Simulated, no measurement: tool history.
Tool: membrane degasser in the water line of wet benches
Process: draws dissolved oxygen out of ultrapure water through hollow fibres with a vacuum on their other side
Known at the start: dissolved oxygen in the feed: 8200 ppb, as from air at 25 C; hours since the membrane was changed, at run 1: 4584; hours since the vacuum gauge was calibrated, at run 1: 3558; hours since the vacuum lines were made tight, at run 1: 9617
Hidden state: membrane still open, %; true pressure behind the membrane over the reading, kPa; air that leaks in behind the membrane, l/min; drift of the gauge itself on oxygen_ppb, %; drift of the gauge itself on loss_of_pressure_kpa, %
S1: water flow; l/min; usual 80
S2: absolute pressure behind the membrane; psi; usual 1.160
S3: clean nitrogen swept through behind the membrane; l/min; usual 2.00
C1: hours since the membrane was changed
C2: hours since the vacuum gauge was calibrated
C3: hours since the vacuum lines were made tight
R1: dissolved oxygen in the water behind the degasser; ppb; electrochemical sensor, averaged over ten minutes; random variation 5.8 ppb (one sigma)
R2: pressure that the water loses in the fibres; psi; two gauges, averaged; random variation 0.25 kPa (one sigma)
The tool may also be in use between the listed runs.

| run | hour | S1 | S2 | S3 | C1 | C2 | C3 | R1 | R2 |
|---|---|---|---|---|---|---|---|---|---|
| 1 | 0.0 | 80 | 1.160 | 2.00 | 4584 | 3558 | 9617 | 600.6 | 10.112 |
| 2 | 146.1 | 80 | 1.260 | 2.00 | 4730 | 3704 | 9763 | 642.2 | 10.148 |
|  | 312.7 | seals of the vacuum lines changed |
| 3 | 312.7 | 80 | 1.260 | 2.00 | 4895 | 3869 | 0 | 642.2 | 10.173 |
| 4 | 499.3 | 80 | 1.260 | 2.00 | 5081 | 4056 | 187 | 647.8 | 10.245 |
| 5 | 670.4 | 55 | 1.160 | 2.00 | 5252 | 4227 | 358 | 408.6 | 7.011 |
| 6 | 972.7 | 55 | 1.160 | 2.00 | 5555 | 4529 | 660 | 413.3 | 7.033 |
| 7 | 1187.6 | 55 | 1.160 | 2.00 | 5769 | 4744 | 875 | 415.2 | 7.059 |
| 8 | 1482.4 | 55 | 1.160 | 2.00 | 6064 | 5039 | 1170 | 414.3 | 7.058 |
|  | 1642.4 | vacuum gauge calibrated |
| 9 | 1643.1 | 55 | 1.160 | 2.00 | 6224 | 1 | 1330 | 404.1 | 7.088 |
| 10 | 1789.3 | 57 | 1.160 | 2.00 | 6371 | 147 | 1476 | 428.0 | 7.346 |
| 11 | 2054.0 | 57 | 1.160 | 2.00 | 6635 | 412 | 1741 | 429.2 | 7.359 |
| 12 | 2246.5 | 57 | 1.160 | 2.00 | 6828 | 604 | 1933 | 430.2 | 7.394 |
| 13 | 2442.3 | 57 | 1.160 | 0.92 | 7024 | 800 | 2129 | 650.7 | 7.381 |
| 14 | 2722.3 | 57 | 1.160 | 0.92 | 7304 | 1080 | 2409 | 641.5 | 7.375 |
| 15 | 3047.9 | 57 | 1.534 | 0.92 | 7629 | 1406 | 2735 | 912.1 | 7.404 |
| 16 | 3305.0 | 57 | 0.728 | 0.92 | 7886 | 1663 | 2992 | 361.8 | 7.417 |
| 17 | 3560.8 | 91 | 0.759 | 0.82 | 8142 | 1918 | 3248 | 642.0 | 11.944 |
| 18 | 3790.0 | 91 | 0.806 | 3.42 | 8371 | 2148 | 3477 | 448.1 | 11.879 |
| 19 | 4043.0 | 125 | 1.160 | 4.43 | 8624 | 2401 | 3730 | 745.3 | 16.340 |
| 20 | 4205.8 | 49 | 1.185 | 2.00 | 8787 | 2563 | 3893 | 379.8 | 6.421 |
| 21 | 4443.6 | 57 | 2.521 | 2.46 | 9025 | 2801 | 4130 | 817.7 | 7.513 |
| 22 | 4675.0 | 92 | 1.666 | 2.00 | 9256 | 3033 | 4362 | 985.5 | 12.114 |

Run 23 comes next. What will it give?
| 23 | 4946.6 | 93 | 0.922 | 2.36 | 9528 | 3304 | 4633 | ? | ? |

{"run 23": {"R1": 575.4, "R2": 12.261}}
Without the tool's hidden state the same run would have given R1 505.0 ppb, R2 11.467 psi.

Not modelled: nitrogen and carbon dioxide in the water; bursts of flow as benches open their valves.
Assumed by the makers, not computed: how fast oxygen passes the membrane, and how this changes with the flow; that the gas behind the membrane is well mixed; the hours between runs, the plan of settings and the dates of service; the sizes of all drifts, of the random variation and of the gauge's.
